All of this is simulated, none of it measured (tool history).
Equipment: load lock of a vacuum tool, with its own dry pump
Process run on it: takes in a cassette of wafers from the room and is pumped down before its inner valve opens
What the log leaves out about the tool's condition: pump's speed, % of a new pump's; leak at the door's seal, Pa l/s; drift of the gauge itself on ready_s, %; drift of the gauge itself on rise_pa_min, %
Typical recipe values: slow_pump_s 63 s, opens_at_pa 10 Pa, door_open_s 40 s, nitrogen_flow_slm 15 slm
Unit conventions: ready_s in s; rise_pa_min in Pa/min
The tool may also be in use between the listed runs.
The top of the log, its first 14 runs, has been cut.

run	day	slow_pump_s	opens_at_pa	door_open_s	nitrogen_flow_slm	hours that the pump has run since its overhaul	times that the door has closed on its seal	incoming humidity of the room's air, %	ready_s	rise_pa_min
15	39.096	63	7	40	15	1503	19587	41.2	133.6	0.073
16	41.904	63	7	40	15	1570	19915	46.2	131.8	0.081
17	44.329	63	7	40	15	1628	20199	41.1	133.5	0.08
18	47.738	63	7	40	15	1710	20597	48.1	132.4	0.09
19	50.4	61	12	35	23	1774	20908	44.1	126.5	0.082
20	52.212	61	18	35	23	1818	21120	44.3	123.4	0.081
21	54.338	61	18	35	23	1869	21369	46.4	123.1	0.084
22	56.267	63	10	40	19	1915	21594	45.2	129.1	0.085
23	59.988	63	10	40	19	2004	22029	41.8	129.6	0.085
24	63.517	63	10	40	15	2089	22442	48	131.2	0.095
25	67.217	63	10	40	15	2178	22875	42.6	130.6	0.093
26	70.546	63	10	40	29	2258	23264	44.1	130.8	0.093
27	73.95	63	10	40	29	2339	23662	42.1	130.3	0.088
28	76.675	63	9	40	11	2405	23980	44	132.5	0.102
29	78.904	63	12	40	11	2458	24241	49.9	128.4	0.105
30	81.7	63	12	40	11	2525	24568	48.7	129.1	0.107
31	85.346	63	12	40	11	2613	24994	47	129.7	0.112
32	87.508	63	9	40	27	2665	25247	46.2	131.1	0.109
33	90.525	63	13	138	4	2737	25599	45.2	130.8	0.14
34	93.879	63	13	138	4	2817	25992	46.3	128.1	0.133

3 options for the next run, each taken on its own from the tool as it stands now. Forecast them:
A	96.612	63	14	138	4	2883	26311	44.5	?	?
B	96.612	63	10	31	39	2883	26311	45.7	?	?
C	96.612	63	10	163	15	2883	26311	46.4	?	?

run	ready_s	rise_pa_min
A	129.1	0.142
B	132.2	0.105
C	132.2	0.137
With the hidden condition removed and each run's random variation left untouched, the same runs would have given:
run	ready_s	rise_pa_min
A	124.7	0.055
B	127.6	0.019
C	127.5	0.051
